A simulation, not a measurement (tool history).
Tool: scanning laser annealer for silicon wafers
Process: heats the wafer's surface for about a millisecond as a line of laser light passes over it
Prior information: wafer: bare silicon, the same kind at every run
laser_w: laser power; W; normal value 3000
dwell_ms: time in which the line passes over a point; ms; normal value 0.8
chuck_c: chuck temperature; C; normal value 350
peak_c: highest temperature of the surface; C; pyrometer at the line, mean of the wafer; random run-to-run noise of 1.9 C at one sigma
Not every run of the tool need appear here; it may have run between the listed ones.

run 1 day=0 | laser_w=3000 dwell_ms=0.8 chuck_c=350 | peak_c=1146
run 2 day=0.375 | laser_w=3000 dwell_ms=0.8 chuck_c=350 | peak_c=1152
run 3 day=1.083 | laser_w=3000 dwell_ms=0.8 chuck_c=350 | peak_c=1143
run 4 day=1.629 | laser_w=3000 dwell_ms=0.683 chuck_c=350 | peak_c=1074
run 5 day=2.454 | laser_w=3000 dwell_ms=0.8 chuck_c=350 | peak_c=1146
run 6 day=3.15 | laser_w=3000 dwell_ms=0.8 chuck_c=350 | peak_c=1146
run 7 day=4.004 | laser_w=3006 dwell_ms=0.8 chuck_c=350 | peak_c=1146
run 8 day=4.504 | laser_w=3006 dwell_ms=0.8 chuck_c=350 | peak_c=1143
run 9 day=4.988 | laser_w=3006 dwell_ms=0.8 chuck_c=350 | peak_c=1143
run 10 day=5.833 | laser_w=3000 dwell_ms=0.8 chuck_c=386 | peak_c=1181
run 11 day=6.525 | laser_w=3000 dwell_ms=0.8 chuck_c=386 | peak_c=1177
run 12 day=6.921 | laser_w=3000 dwell_ms=0.8 chuck_c=386 | peak_c=1173
run 13 day=7.783 | laser_w=3000 dwell_ms=0.8 chuck_c=323 | peak_c=1110
run 14 day=8.483 | laser_w=3000 dwell_ms=0.8 chuck_c=323 | peak_c=1112
run 15 day=9 | laser_w=3000 dwell_ms=0.767 chuck_c=362 | peak_c=1131
run 16 day=9.717 | laser_w=3000 dwell_ms=0.663 chuck_c=350 | peak_c=1054
run 17 day=10.358 | laser_w=3000 dwell_ms=0.663 chuck_c=350 | peak_c=1053
run 18 day=10.833 | laser_w=2654 dwell_ms=0.763 chuck_c=331 | peak_c=1005
run 19 day=11.675 | laser_w=2654 dwell_ms=0.7 chuck_c=317 | peak_c=954
run 20 day=12.054 | laser_w=2654 dwell_ms=0.7 chuck_c=317 | peak_c=958
run 21 day=12.804 | laser_w=2654 dwell_ms=0.7 chuck_c=317 | peak_c=958
-- day=12.967 window over the wafer cleaned
run 22 day=13.471 | laser_w=2654 dwell_ms=0.902 chuck_c=317 | peak_c=1103
run 23 day=13.883 | laser_w=2654 dwell_ms=0.902 chuck_c=321 | peak_c=1104
run 24 day=14.688 | laser_w=2654 dwell_ms=0.902 chuck_c=321 | peak_c=1107
run 25 day=15.292 | laser_w=3272 dwell_ms=0.982 chuck_c=375 | peak_c=1398
run 26 day=15.871 | laser_w=3272 dwell_ms=0.982 chuck_c=375 | peak_c=1397

Consider 4 possible next runs. They are alternatives, not a sequence: every one starts from the tool as it was left by run 26. What does each give?
run A day=16.742 | laser_w=3114 dwell_ms=0.982 chuck_c=381 | peak_c=?
run B day=16.742 | laser_w=3000 dwell_ms=0.85 chuck_c=345 | peak_c=?
run C day=16.742 | laser_w=3000 dwell_ms=0.8 chuck_c=328 | peak_c=?
run D day=16.742 | laser_w=2813 dwell_ms=0.923 chuck_c=320 | peak_c=?

run=A peak_c=1350
run=B peak_c=1204
run=C peak_c=1156
run=D peak_c=1166
Without the tool's hidden state the same runs would have given:
run=A peak_c=1375
run=B peak_c=1226
run=C peak_c=1177
run=D peak_c=1187

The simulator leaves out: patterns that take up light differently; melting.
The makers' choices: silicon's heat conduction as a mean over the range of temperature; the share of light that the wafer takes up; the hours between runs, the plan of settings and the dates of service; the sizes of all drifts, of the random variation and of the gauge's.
